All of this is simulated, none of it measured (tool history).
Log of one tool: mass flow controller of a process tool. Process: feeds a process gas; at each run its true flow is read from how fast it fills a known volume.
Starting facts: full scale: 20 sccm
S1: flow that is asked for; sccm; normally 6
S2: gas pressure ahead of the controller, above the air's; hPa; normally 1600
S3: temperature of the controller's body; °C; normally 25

{"run": 1, "hour": 0.0, "S1": 6, "S2": 1600, "S3": 25, "true flow (%)": 98.39}
{"run": 2, "hour": 284.4, "S1": 6, "S2": 1600, "S3": 25, "true flow (%)": 98.44}
{"run": 3, "hour": 439.8, "S1": 6, "S2": 1600, "S3": 25, "true flow (%)": 98.52}
{"run": 4, "hour": 671.7, "S1": 6, "S2": 1600, "S3": 21, "true flow (%)": 98.25}
{"run": 5, "hour": 928.9, "S1": 6, "S2": 1600, "S3": 21, "true flow (%)": 98.35}
{"run": 6, "hour": 1074.6, "S1": 6, "S2": 1600, "S3": 21, "true flow (%)": 98.17}
{"run": 7, "hour": 1262.6, "S1": 6, "S2": 1600, "S3": 21, "true flow (%)": 98.22}
{"run": 8, "hour": 1595.4, "S1": 7, "S2": 1600, "S3": 21, "true flow (%)": 98.42}
{"run": 9, "hour": 1945.5, "S1": 6, "S2": 1600, "S3": 25, "true flow (%)": 98.71}
{"run": 10, "hour": 2216.0, "S1": 6, "S2": 1600, "S3": 25, "true flow (%)": 98.69}
{"run": 11, "hour": 2380.5, "S1": 6, "S2": 1600, "S3": 25, "true flow (%)": 98.73}
{"run": 12, "hour": 2594.2, "S1": 6, "S2": 1600, "S3": 25, "true flow (%)": 98.85}
{"run": 13, "hour": 2918.8, "S1": 6, "S2": 1600, "S3": 25, "true flow (%)": 98.58}
{"run": 14, "hour": 3199.9, "S1": 6, "S2": 1600, "S3": 25, "true flow (%)": 98.84}
{"run": 15, "hour": 3473.8, "S1": 6, "S2": 1600, "S3": 25, "true flow (%)": 98.82}
{"run": 16, "hour": 3747.3, "S1": 2, "S2": 1850, "S3": 31, "true flow (%)": 98.95}
{"run": 17, "hour": 4043.8, "S1": 3, "S2": 1850, "S3": 31, "true flow (%)": 99.16}
{"run": 18, "hour": 4258.1, "S1": 17, "S2": 2420, "S3": 34, "true flow (%)": 100.97}
{"run": 19, "hour": 4433.9, "S1": 17, "S2": 1500, "S3": 22, "true flow (%)": 99.92}
{"run": 20, "hour": 4772.1, "S1": 17, "S2": 1500, "S3": 22, "true flow (%)": 99.86}
{"run": 21, "hour": 5010.7, "S1": 17, "S2": 1500, "S3": 22, "true flow (%)": 100.02}
{"run": 22, "hour": 5180.5, "S1": 6, "S2": 2360, "S3": 23, "true flow (%)": 99.06}
{"run": 23, "hour": 5395.3, "S1": 3, "S2": 1600, "S3": 30, "true flow (%)": 99.11}
{"run": 24, "hour": 5730.8, "S1": 12, "S2": 1430, "S3": 36, "true flow (%)": 100.52}
{"run": 25, "hour": 5918.8, "S1": 6, "S2": 1600, "S3": 30, "true flow (%)": 99.6}
{"run": 26, "hour": 6214.4, "S1": 3, "S2": 1600, "S3": 30, "true flow (%)": 99.14}
{"run": 27, "hour": 6507.2, "S1": 6, "S2": 2010, "S3": 22, "true flow (%)": 99.01}

What does the tool deliver on the next run?
{"run": 28, "hour": 6784.4, "S1": 2, "S2": 1480, "S3": 36, "true flow (%)": "?"}

true flow (%): 99.62
Without the tool's hidden state the same run would have given true flow (%) 98.84.
